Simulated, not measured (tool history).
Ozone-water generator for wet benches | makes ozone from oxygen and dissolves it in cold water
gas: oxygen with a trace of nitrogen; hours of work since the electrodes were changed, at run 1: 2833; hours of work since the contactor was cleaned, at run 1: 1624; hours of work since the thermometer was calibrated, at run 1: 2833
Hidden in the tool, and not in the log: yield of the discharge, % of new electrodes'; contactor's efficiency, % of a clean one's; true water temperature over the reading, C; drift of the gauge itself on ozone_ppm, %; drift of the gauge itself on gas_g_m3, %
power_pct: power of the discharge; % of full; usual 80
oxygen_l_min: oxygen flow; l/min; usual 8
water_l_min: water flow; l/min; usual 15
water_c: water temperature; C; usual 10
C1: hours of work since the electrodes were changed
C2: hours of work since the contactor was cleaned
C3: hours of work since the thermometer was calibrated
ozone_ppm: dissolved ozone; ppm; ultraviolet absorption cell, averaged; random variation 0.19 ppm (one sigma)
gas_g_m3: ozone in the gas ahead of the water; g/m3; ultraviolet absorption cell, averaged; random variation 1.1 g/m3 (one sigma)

{"run": 1, "hour": 0.0, "power_pct": 80, "oxygen_l_min": 8, "water_l_min": 15, "water_c": 10, "C1": 2833, "C2": 1624, "C3": 2833, "ozone_ppm": 24.8, "gas_g_m3": 179.7}
{"run": 2, "hour": 200.6, "power_pct": 80, "oxygen_l_min": 8, "water_l_min": 15, "water_c": 10, "C1": 2964, "C2": 1755, "C3": 2964, "ozone_ppm": 24.6, "gas_g_m3": 179.1}
{"run": 3, "hour": 316.7, "power_pct": 69, "oxygen_l_min": 8, "water_l_min": 15, "water_c": 10, "C1": 3040, "C2": 1831, "C3": 3040, "ozone_ppm": 22.5, "gas_g_m3": 163.1}
{"run": 4, "hour": 460.7, "power_pct": 69, "oxygen_l_min": 8, "water_l_min": 15, "water_c": 10, "C1": 3134, "C2": 1925, "C3": 3134, "ozone_ppm": 22.6, "gas_g_m3": 162.8}
{"run": 5, "hour": 546.0, "power_pct": 80, "oxygen_l_min": 8, "water_l_min": 15, "water_c": 10, "C1": 3189, "C2": 1981, "C3": 3189, "ozone_ppm": 24.6, "gas_g_m3": 176}
{"run": 6, "hour": 706.4, "power_pct": 80, "oxygen_l_min": 8, "water_l_min": 15, "water_c": 6, "C1": 3294, "C2": 2085, "C3": 3294, "ozone_ppm": 26.2, "gas_g_m3": 175}
{"run": 7, "hour": 902.1, "power_pct": 80, "oxygen_l_min": 8, "water_l_min": 15, "water_c": 6, "C1": 3422, "C2": 2213, "C3": 3422, "ozone_ppm": 26.2, "gas_g_m3": 175.3}
{"run": 8, "hour": 1105.3, "power_pct": 88, "oxygen_l_min": 8, "water_l_min": 15, "water_c": 13, "C1": 3555, "C2": 2346, "C3": 3555, "ozone_ppm": 24.7, "gas_g_m3": 184.9}
{"run": 9, "hour": 1234.3, "power_pct": 88, "oxygen_l_min": 8, "water_l_min": 15, "water_c": 13, "C1": 3639, "C2": 2430, "C3": 3639, "ozone_ppm": 24.2, "gas_g_m3": 184.8}
{"run": 10, "hour": 1361.1, "power_pct": 80, "oxygen_l_min": 8, "water_l_min": 14, "water_c": 10, "C1": 3722, "C2": 2513, "C3": 3722, "ozone_ppm": 25.1, "gas_g_m3": 175.3}
{"run": 11, "hour": 1466.4, "power_pct": 80, "oxygen_l_min": 8, "water_l_min": 14, "water_c": 10, "C1": 3790, "C2": 2582, "C3": 3790, "ozone_ppm": 25, "gas_g_m3": 176.9}

Hidden state or all else? Some run-to-run changes of ozone_ppm, split into what the settings, what came in and random variation would give without the hidden state, and what is left for the hidden state (with any gauge scatter that isn't in both results):
Run 2 -> 3: power_pct 80 -> 69. ozone_ppm -2.1 ppm: hidden state +0.3, all else -2.4.
Run 4 -> 5: power_pct 69 -> 80. ozone_ppm +2 ppm: hidden state -0.4, all else +2.4.
